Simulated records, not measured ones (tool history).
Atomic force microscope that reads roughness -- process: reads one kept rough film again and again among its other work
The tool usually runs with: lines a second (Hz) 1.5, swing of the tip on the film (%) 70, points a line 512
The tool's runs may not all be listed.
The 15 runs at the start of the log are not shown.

run	day	lines a second (Hz)	swing of the tip on the film (%)	points a line	pictures with this tip	hours of work since the height scale was calibrated	roughness of the kept film (nm (root mean square))
# day 7.117: new tip fitted
16	7.317	1.5	70	512	6	272	1.577
17	7.612	1.5	70	512	15	276	1.578
18	7.975	1.5	81	512	25	281	1.537
19	8.333	3.46	81	423	36	287	1.429
20	8.654	0.7	75	846	45	291	1.6
21	9.038	1.9	76	327	57	297	1.53
22	9.558	2.82	76	637	72	304	1.511
# day 9.683: new tip fitted
23	10.067	1.26	79	637	12	311	1.562
24	10.512	1.79	73	629	25	318	1.551
25	10.988	1.79	73	629	39	325	1.554
26	11.333	1.79	87	932	49	329	1.502
27	11.938	1.79	87	932	67	338	1.484
# day 12.204: new tip fitted
28	12.496	1.5	78	512	9	346	1.561
29	12.825	1.5	78	512	19	351	1.547
30	13.442	1.5	78	512	37	359	1.545
31	13.925	0.61	87	280	51	366	1.578
32	14.546	3.85	70	375	70	375	1.494

What does the tool deliver on the next run?
# day 14.712: new tip fitted
33	14.988	3.49	66	375	8	381	?

Run 33 produced roughness of the kept film (nm (root mean square)) 1.517.
Without the tool's hidden state the same run would have given roughness of the kept film (nm (root mean square)) 1.517.
